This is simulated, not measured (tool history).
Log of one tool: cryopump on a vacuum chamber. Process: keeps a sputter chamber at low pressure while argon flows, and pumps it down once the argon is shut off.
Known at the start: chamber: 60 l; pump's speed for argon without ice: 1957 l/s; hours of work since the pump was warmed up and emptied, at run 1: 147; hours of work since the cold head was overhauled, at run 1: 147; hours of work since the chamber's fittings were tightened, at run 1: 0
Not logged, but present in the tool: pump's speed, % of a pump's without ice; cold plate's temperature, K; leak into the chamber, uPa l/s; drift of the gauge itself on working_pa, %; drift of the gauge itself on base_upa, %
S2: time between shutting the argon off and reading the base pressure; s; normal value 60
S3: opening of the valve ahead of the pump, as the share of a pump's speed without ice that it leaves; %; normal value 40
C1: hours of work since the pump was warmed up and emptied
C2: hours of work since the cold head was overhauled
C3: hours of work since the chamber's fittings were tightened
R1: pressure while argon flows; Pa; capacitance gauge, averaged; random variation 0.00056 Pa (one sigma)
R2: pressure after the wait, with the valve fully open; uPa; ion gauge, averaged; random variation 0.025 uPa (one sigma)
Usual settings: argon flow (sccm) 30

Run 1, hour 0.0: usual settings; C1 147; C2 147; C3 0. Result: R1 0.0661 Pa, R2 0.97 uPa.
Run 2, hour 26.3: usual settings; C1 165; C2 165; C3 18. Result: R1 0.0654 Pa, R2 0.98 uPa.
Run 3, hour 63.1: usual settings but argon flow (sccm) 25; C1 191; C2 191; C3 44. Result: R1 0.0548 Pa, R2 1.04 uPa.
Run 4, hour 99.3: usual settings but S3 36 %; C1 216; C2 216; C3 69. Result: R1 0.0735 Pa, R2 1.00 uPa.
Run 5, hour 121.0: usual settings but S3 18 %; C1 231; C2 231; C3 84. Result: R1 0.1449 Pa, R2 0.99 uPa.
Run 6, hour 140.0: usual settings; C1 244; C2 244; C3 97. Result: R1 0.0665 Pa, R2 1.01 uPa.
Run 7, hour 174.8: usual settings; C1 268; C2 268; C3 121. Result: R1 0.0671 Pa, R2 1.07 uPa.
Run 8, hour 195.1: usual settings; C1 282; C2 282; C3 135. Result: R1 0.0669 Pa, R2 1.09 uPa.
Run 9, hour 217.0: usual settings; C1 298; C2 298; C3 151. Result: R1 0.0670 Pa, R2 1.07 uPa.
Run 10, hour 243.2: usual settings; C1 316; C2 316; C3 169. Result: R1 0.0661 Pa, R2 1.08 uPa.
Run 11, hour 263.7: usual settings but S2 47 s, S3 23 %; C1 330; C2 330; C3 183. Result: R1 0.1143 Pa, R2 1.33 uPa.
Run 12, hour 281.7: usual settings but argon flow (sccm) 51, S2 47 s, S3 23 %; C1 342; C2 342; C3 195. Result: R1 0.1958 Pa, R2 1.31 uPa.
Run 13, hour 300.1: usual settings but argon flow (sccm) 34, S2 91 s, S3 39 %; C1 355; C2 355; C3 208. Result: R1 0.0786 Pa, R2 0.80 uPa.
Run 14, hour 328.0: usual settings but S2 195 s; C1 375; C2 375; C3 228. Result: R1 0.0678 Pa, R2 0.52 uPa.
Run 15, hour 353.4: usual settings but S2 42 s; C1 392; C2 392; C3 245. Result: R1 0.0674 Pa, R2 1.45 uPa.
Run 16, hour 387.1: usual settings but argon flow (sccm) 44, S2 51 s, S3 20 %; C1 416; C2 416; C3 269. Result: R1 0.1956 Pa, R2 1.34 uPa.
Run 17, hour 411.0: usual settings but argon flow (sccm) 48, S2 127 s, S3 46 %; C1 432; C2 432; C3 285. Result: R1 0.0946 Pa, R2 0.74 uPa.
Run 18, hour 442.9: usual settings but S3 19 %; C1 454; C2 454; C3 307. Result: R1 0.1399 Pa, R2 1.15 uPa.
Run 19, hour 472.5: usual settings but S3 24 %; C1 475; C2 475; C3 328. Result: R1 0.1122 Pa, R2 1.16 uPa.
Run 20, hour 497.1: usual settings but argon flow (sccm) 15, S2 35 s, S3 29 %; C1 492; C2 492; C3 345. Result: R1 0.0459 Pa, R2 1.78 uPa.

Forecast each of these 5 alternatives for the next run:
At hour 504.4: pump warmed up, emptied and cooled again.
Run A, hour 517.5: usual settings but argon flow (sccm) 15, S2 24 s, S3 29 %; C1 9; C2 503; C3 356. Result: R1 ?, R2 ?.
At hour 504.4: pump warmed up, emptied and cooled again.
Run B, hour 517.5: usual settings but argon flow (sccm) 39, S2 53 s, S3 21 %; C1 9; C2 503; C3 356. Result: R1 ?, R2 ?.
At hour 504.4: pump warmed up, emptied and cooled again.
Run C, hour 517.5: usual settings but S3 23 %; C1 9; C2 503; C3 356. Result: R1 ?, R2 ?.
At hour 504.4: pump warmed up, emptied and cooled again.
Run D, hour 517.5: usual settings but S3 39 %; C1 9; C2 503; C3 356. Result: R1 ?, R2 ?.
At hour 504.4: pump warmed up, emptied and cooled again.
Run E, hour 517.5: usual settings but argon flow (sccm) 25, S2 102 s, S3 52 %; C1 9; C2 503; C3 356. Result: R1 ?, R2 ?.

run      R1    R2
  A  0.0452  2.33
  B  0.1621  1.29
  C  0.1127  1.13
  D  0.0668  1.11
  E  0.0417  0.86
With the hidden condition removed and each run's random variation left untouched, the same runs would have given:
run      R1    R2
  A  0.0450  2.13
  B  0.1617  1.09
  C  0.1124  0.94
  D  0.0665  0.91
  E  0.0414  0.66

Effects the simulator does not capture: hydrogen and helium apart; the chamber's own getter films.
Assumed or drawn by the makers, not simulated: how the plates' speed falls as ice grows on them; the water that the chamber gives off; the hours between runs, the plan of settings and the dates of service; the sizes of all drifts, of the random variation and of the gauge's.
